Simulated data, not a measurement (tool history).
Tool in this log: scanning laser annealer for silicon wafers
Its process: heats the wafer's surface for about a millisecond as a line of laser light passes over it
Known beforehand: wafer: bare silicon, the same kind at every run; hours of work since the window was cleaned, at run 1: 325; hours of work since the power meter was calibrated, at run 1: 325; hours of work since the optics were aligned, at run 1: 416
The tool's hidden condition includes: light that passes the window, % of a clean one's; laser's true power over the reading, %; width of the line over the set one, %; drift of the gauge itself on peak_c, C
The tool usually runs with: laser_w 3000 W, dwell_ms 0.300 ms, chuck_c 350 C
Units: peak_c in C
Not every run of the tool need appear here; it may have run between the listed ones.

run   hour  laser_w  dwell_ms  chuck_c  hours of work since the window was cleaned  hours of work since the power meter was calibrated  hours of work since the optics were aligned  peak_c
  1    0.0     3000     0.300      350                                         325                                                 325                                          416    1090
  2   23.5     3000     0.300      350                                         341                                                 341                                          432    1089
  3   38.0     3000     0.300      350                                         351                                                 351                                          442    1088
  4   60.1     3000     0.300      350                                         366                                                 366                                          457    1086
  5   75.3     3000     0.300      350                                         376                                                 376                                          468    1082
      79.8  -- laser's power meter calibrated
  6   97.0     3000     0.300      350                                         389                                                  12                                          480    1082
  7  130.2     3000     0.300      350                                         412                                                  34                                          503    1081
     153.8  -- laser's power meter calibrated, once more
  8  156.0     2815     0.300      350                                         428                                                   2                                          519    1022
  9  188.1     2994     0.350      365                                         449                                                  23                                          541    1144
 10  205.9     2690     0.350      327                                         462                                                  36                                          553    1000
 11  220.8     3134     0.233      327                                         472                                                  46                                          563    1013

3 options for the next run, each taken on its own from the tool as it stands now. Forecast them:
  A  250.5     3032     0.336      319                                         492                                                  66                                          583       ?
  B  250.5     2690     0.233      327                                         492                                                  66                                          583       ?
  C  250.5     3134     0.233      336                                         492                                                  66                                          583       ?

run  peak_c
  A    1092
  B     889
  C    1018
Take away the tool's hidden state, keep each run's random variation, and the runs would have read:
run  peak_c
  A    1144
  B     927
  C    1065
